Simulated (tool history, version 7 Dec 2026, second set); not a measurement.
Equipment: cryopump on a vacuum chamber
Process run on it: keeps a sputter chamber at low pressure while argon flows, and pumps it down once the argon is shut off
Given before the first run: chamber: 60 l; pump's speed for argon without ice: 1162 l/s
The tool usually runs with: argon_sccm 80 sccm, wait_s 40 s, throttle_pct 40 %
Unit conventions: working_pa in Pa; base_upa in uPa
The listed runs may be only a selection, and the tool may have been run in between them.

run,day,argon_sccm,wait_s,throttle_pct,working_pa,base_upa
1,0.000,80,40,40,0.3131,5.15
2,0.629,80,40,40,0.3138,5.20
3,1.512,80,40,40,0.3132,5.13
4,1.988,80,40,28,0.4381,5.24
5,2.850,80,75,28,0.4386,3.78
6,3.404,80,40,40,0.3181,5.11
7,4.171,80,40,40,0.3165,5.23
8,4.646,80,40,40,0.3184,5.16
9,5.300,80,40,40,0.3158,5.29
10,5.858,80,40,40,0.3190,5.23
11,6.579,80,40,40,0.3172,5.34
12,7.358,80,40,40,0.3193,5.36
13,7.942,80,40,35,0.3615,5.44
14,8.625,39,123,25,0.2397,3.38
15,9.446,39,123,25,0.2416,3.32
16,10.229,39,123,25,0.2428,3.50
17,11.108,75,40,26,0.4466,5.45
18,11.708,50,149,17,0.4466,3.34
19,12.421,36,149,45,0.1298,3.35
20,12.854,80,39,19,0.6493,5.53
21,13.692,141,21,19,1.1376,8.04
22,14.388,141,21,19,1.1424,8.27
23,14.854,67,44,18,0.5736,5.18
24,15.521,84,40,16,0.8017,5.61

Selected run-to-run steps in working_pa, each split into two signed amounts: the part the tool would show with no hidden state at all (from settings, incoming material and random variation), and the remainder, which goes to the hidden state together with any gauge scatter not common to the measured and the hidden-state-free results:
Hidden state present: pump's speed, % of a pump's without ice; cold plate's temperature, K; leak into the chamber, uPa l/s; drift of the gauge itself on working_pa, %; drift of the gauge itself on base_upa, %.
Run 19 -> 20: argon_sccm 36 -> 80, wait_s 149 -> 39, throttle_pct 45 -> 19. working_pa +0.5195 Pa: hidden state +0.0185, all else +0.5010.
Run 20 -> 21: argon_sccm 80 -> 141, wait_s 39 -> 21. working_pa +0.4883 Pa: hidden state +0.0263, all else +0.4620.
Run 22 -> 23: argon_sccm 141 -> 67, wait_s 21 -> 44, throttle_pct 19 -> 18. working_pa -0.5688 Pa: hidden state -0.0313, all else -0.5375.
